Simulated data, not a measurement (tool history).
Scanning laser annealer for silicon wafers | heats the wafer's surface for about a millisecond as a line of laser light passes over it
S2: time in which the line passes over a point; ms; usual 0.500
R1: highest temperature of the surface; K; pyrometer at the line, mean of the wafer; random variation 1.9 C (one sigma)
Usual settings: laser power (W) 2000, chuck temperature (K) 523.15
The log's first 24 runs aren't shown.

run 25 hour=393.7 | laser_power_(W)=1704 S2=0.572 chuck_temperature_(K)=539.15 | R1=1309.15
run 26 hour=413.1 | laser_power_(W)=2051 S2=0.500 chuck_temperature_(K)=496.15 | R1=1349.15
run 27 hour=429.6 | laser_power_(W)=2000 S2=0.433 chuck_temperature_(K)=523.15 | R1=1296.15
run 28 hour=440.7 | laser_power_(W)=2023 S2=0.379 chuck_temperature_(K)=552.15 | R1=1284.15
run 29 hour=450.0 | laser_power_(W)=2180 S2=0.394 chuck_temperature_(K)=528.15 | R1=1328.15
run 30 hour=468.2 | laser_power_(W)=2188 S2=0.351 chuck_temperature_(K)=523.15 | R1=1278.15
run 31 hour=489.3 | laser_power_(W)=1973 S2=0.472 chuck_temperature_(K)=522.15 | R1=1319.15
run 32 hour=500.6 | laser_power_(W)=2000 S2=0.420 chuck_temperature_(K)=523.15 | R1=1285.15
run 33 hour=519.7 | laser_power_(W)=2139 S2=0.377 chuck_temperature_(K)=525.15 | R1=1291.15
run 34 hour=537.7 | laser_power_(W)=2045 S2=0.396 chuck_temperature_(K)=492.15 | R1=1243.15
run 35 hour=546.7 | laser_power_(W)=1953 S2=0.500 chuck_temperature_(K)=523.15 | R1=1334.15
run 36 hour=556.4 | laser_power_(W)=1995 S2=0.500 chuck_temperature_(K)=523.15 | R1=1350.15
run 37 hour=570.8 | laser_power_(W)=2109 S2=0.548 chuck_temperature_(K)=556.15 | R1=1467.15
run 38 hour=591.7 | laser_power_(W)=2000 S2=0.577 chuck_temperature_(K)=505.15 | R1=1391.15
run 39 hour=609.9 | laser_power_(W)=2011 S2=0.577 chuck_temperature_(K)=541.15 | R1=1432.15
run 40 hour=626.3 | laser_power_(W)=1898 S2=0.512 chuck_temperature_(K)=523.15 | R1=1316.15
run 41 hour=639.8 | laser_power_(W)=1898 S2=0.512 chuck_temperature_(K)=523.15 | R1=1320.15

Forecast each of these 4 alternatives for the next run:
run A hour=653.0 | laser_power_(W)=2000 S2=0.487 chuck_temperature_(K)=523.15 | R1=?
run B hour=653.0 | laser_power_(W)=2108 S2=0.500 chuck_temperature_(K)=523.15 | R1=?
run C hour=653.0 | laser_power_(W)=2024 S2=0.512 chuck_temperature_(K)=523.15 | R1=?
run D hour=653.0 | laser_power_(W)=1791 S2=0.369 chuck_temperature_(K)=494.15 | R1=?

run=A R1=1334.15
run=B R1=1385.15
run=C R1=1365.15
run=D R1=1132.15
Without the tool's hidden state the same runs would have given:
run=A R1=1352.15
run=B R1=1405.15
run=C R1=1384.15
run=D R1=1146.15
